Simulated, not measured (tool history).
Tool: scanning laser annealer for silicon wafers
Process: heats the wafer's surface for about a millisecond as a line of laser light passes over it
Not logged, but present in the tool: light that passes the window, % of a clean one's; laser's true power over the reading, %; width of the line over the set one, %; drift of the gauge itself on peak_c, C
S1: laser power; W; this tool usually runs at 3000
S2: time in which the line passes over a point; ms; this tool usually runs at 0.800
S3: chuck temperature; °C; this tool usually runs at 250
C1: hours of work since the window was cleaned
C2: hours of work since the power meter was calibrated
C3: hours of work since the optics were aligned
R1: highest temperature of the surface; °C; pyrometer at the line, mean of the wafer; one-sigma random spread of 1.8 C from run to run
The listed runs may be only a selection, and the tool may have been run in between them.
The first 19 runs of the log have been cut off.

Run 20, hour 544.4: usual settings but S1 2653 W, S2 0.596 ms; C1 57; C2 1104; C3 170. Result: R1 837 °C.
Run 21, hour 561.7: usual settings but S1 3166 W, S2 0.746 ms; C1 67; C2 1114; C3 180. Result: R1 1020 °C.
Run 22, hour 595.4: usual settings but S1 2590 W, S2 0.606 ms, S3 222 °C; C1 86; C2 1132; C3 198. Result: R1 796 °C.
Run 23, hour 620.1: usual settings but S1 3084 W, S2 0.945 ms, S3 231 °C; C1 100; C2 1146; C3 212. Result: R1 1062 °C.
Run 24, hour 650.2: usual settings but S3 245 °C; C1 116; C2 1163; C3 229. Result: R1 994 °C.
Run 25, hour 684.7: usual settings but S3 245 °C; C1 136; C2 1182; C3 248. Result: R1 995 °C.
Run 26, hour 721.9: usual settings but S3 245 °C; C1 156; C2 1203; C3 269. Result: R1 994 °C.
Run 27, hour 740.0: usual settings but S1 2769 W, S2 0.917 ms, S3 229 °C; C1 167; C2 1213; C3 279. Result: R1 963 °C.
Run 28, hour 756.5: usual settings but S1 2825 W; C1 176; C2 1222; C3 288. Result: R1 952 °C.
Run 29, hour 774.5: usual settings but S1 3234 W, S2 0.590 ms, S3 287 °C; C1 186; C2 1232; C3 298. Result: R1 992 °C.
Run 30, hour 792.8: usual settings but S1 2854 W, S2 0.629 ms, S3 230 °C; C1 196; C2 1243; C3 308. Result: R1 872 °C.
Run 31, hour 832.0: usual settings but S3 254 °C; C1 218; C2 1264; C3 330. Result: R1 1002 °C.
Run 32, hour 854.2: usual settings but S3 254 °C; C1 230; C2 1277; C3 343. Result: R1 999 °C.

Here are 4 independent what-if runs from the current tool condition. What would each one return?
Run A, hour 893.9: usual settings but S1 3134 W; C1 252; C2 1299; C3 365. Result: R1 ?.
Run B, hour 893.9: usual settings but S2 0.599 ms, S3 210 °C; C1 252; C2 1299; C3 365. Result: R1 ?.
Run C, hour 893.9: usual settings but S1 2937 W, S2 0.785 ms, S3 239 °C; C1 252; C2 1299; C3 365. Result: R1 ?.
Run D, hour 893.9: usual settings but S1 3029 W, S2 0.873 ms, S3 269 °C; C1 252; C2 1299; C3 365. Result: R1 ?.

run    R1
  A  1026
  B   864
  C   961
  D  1050
With the hidden condition removed and each run's random variation left untouched, the same runs would have given:
run    R1
  A  1049
  B   884
  C   983
  D  1074
